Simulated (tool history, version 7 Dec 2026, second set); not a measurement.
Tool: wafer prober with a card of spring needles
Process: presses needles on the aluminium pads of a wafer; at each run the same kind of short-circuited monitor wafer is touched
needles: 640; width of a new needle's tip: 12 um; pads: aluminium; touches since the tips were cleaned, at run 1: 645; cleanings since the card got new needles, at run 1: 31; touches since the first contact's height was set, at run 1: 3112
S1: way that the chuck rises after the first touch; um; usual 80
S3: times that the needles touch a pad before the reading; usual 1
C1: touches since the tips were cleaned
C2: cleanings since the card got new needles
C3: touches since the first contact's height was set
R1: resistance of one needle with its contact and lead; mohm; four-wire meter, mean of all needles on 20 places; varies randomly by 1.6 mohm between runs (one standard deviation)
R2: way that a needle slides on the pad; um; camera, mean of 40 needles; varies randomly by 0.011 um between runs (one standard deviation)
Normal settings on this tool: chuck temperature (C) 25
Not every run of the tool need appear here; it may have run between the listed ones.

run 1 hour=0.0 | S1=80 chuck_temperature_(C)=25 S3=1 | C1=645 C2=31 C3=3112 | R1=157 R2=16.84
run 2 hour=11.5 | S1=80 chuck_temperature_(C)=25 S3=1 | C1=3221 C2=31 C3=5688 | R1=160 R2=16.84
-- hour=20.8 tips cleaned on abrasive film
run 3 hour=22.9 | S1=80 chuck_temperature_(C)=25 S3=1 | C1=473 C2=32 C3=8235 | R1=159 R2=16.86
run 4 hour=41.7 | S1=80 chuck_temperature_(C)=25 S3=1 | C1=4674 C2=32 C3=12436 | R1=160 R2=16.86
-- hour=44.1 tips cleaned on abrasive film
run 5 hour=60.3 | S1=80 chuck_temperature_(C)=25 S3=1 | C1=3622 C2=33 C3=16591 | R1=162 R2=16.87
-- hour=66.2 tips cleaned on abrasive film
run 6 hour=81.8 | S1=80 chuck_temperature_(C)=25 S3=1 | C1=3495 C2=34 C3=21401 | R1=159 R2=16.86
-- hour=89.1 tips cleaned on abrasive film
run 7 hour=102.3 | S1=80 chuck_temperature_(C)=25 S3=1 | C1=2955 C2=35 C3=25982 | R1=159 R2=16.85
-- hour=111.2 tips cleaned on abrasive film
run 8 hour=119.2 | S1=64 chuck_temperature_(C)=25 S3=1 | C1=1797 C2=36 C3=29759 | R1=165 R2=13.51
-- hour=133.5 tips cleaned on abrasive film
run 9 hour=141.6 | S1=64 chuck_temperature_(C)=25 S3=1 | C1=1810 C2=37 C3=34748 | R1=163 R2=13.50
-- hour=157.6 tips cleaned on abrasive film
run 10 hour=167.9 | S1=64 chuck_temperature_(C)=25 S3=1 | C1=2311 C2=38 C3=40627 | R1=167 R2=13.52
-- hour=180.9 tips cleaned on abrasive film
run 11 hour=191.6 | S1=94 chuck_temperature_(C)=25 S3=1 | C1=2391 C2=39 C3=45928 | R1=158 R2=19.84
-- hour=204.2 tips cleaned on abrasive film
run 12 hour=205.3 | S1=94 chuck_temperature_(C)=25 S3=1 | C1=243 C2=40 C3=48984 | R1=157 R2=19.86
run 13 hour=222.4 | S1=80 chuck_temperature_(C)=25 S3=1 | C1=4069 C2=40 C3=52810 | R1=160 R2=16.93
-- hour=227.1 tips cleaned on abrasive film
run 14 hour=242.7 | S1=94 chuck_temperature_(C)=119 S3=2 | C1=3497 C2=41 C3=57357 | R1=173 R2=19.85
-- hour=251.2 tips cleaned on abrasive film
run 15 hour=257.2 | S1=82 chuck_temperature_(C)=72 S3=1 | C1=1347 C2=42 C3=60571 | R1=166 R2=17.36
-- hour=275.3 tips cleaned on abrasive film
run 16 hour=279.7 | S1=82 chuck_temperature_(C)=72 S3=1 | C1=990 C2=43 C3=65615 | R1=171 R2=17.35
-- hour=299.2 tips cleaned on abrasive film
run 17 hour=307.5 | S1=94 chuck_temperature_(C)=72 S3=2 | C1=1857 C2=44 C3=71822 | R1=165 R2=19.90
-- hour=322.4 tips cleaned on abrasive film
run 18 hour=329.7 | S1=94 chuck_temperature_(C)=72 S3=2 | C1=1635 C2=45 C3=76780 | R1=169 R2=19.91
-- hour=345.4 tips cleaned on abrasive film
run 19 hour=353.3 | S1=80 chuck_temperature_(C)=55 S3=1 | C1=1765 C2=46 C3=82054 | R1=166 R2=16.94

Each row is a separate what-if for the run after 19, all from the same tool condition, not one after another. Results?
-- hour=368.0 tips cleaned on abrasive film
run A hour=368.0 | S1=70 chuck_temperature_(C)=57 S3=1 | C1=0 C2=47 C3=85343 | R1=? R2=?
-- hour=368.0 tips cleaned on abrasive film
run B hour=368.0 | S1=70 chuck_temperature_(C)=58 S3=1 | C1=0 C2=47 C3=85343 | R1=? R2=?
-- hour=368.0 tips cleaned on abrasive film
run C hour=368.0 | S1=63 chuck_temperature_(C)=55 S3=1 | C1=0 C2=47 C3=85343 | R1=? R2=?

run=A R1=170 R2=14.83
run=B R1=168 R2=14.83
run=C R1=168 R2=13.35
Without the tool's unlogged condition, the same runs would have read:
run=A R1=170 R2=14.73
run=B R1=168 R2=14.73
run=C R1=168 R2=13.26
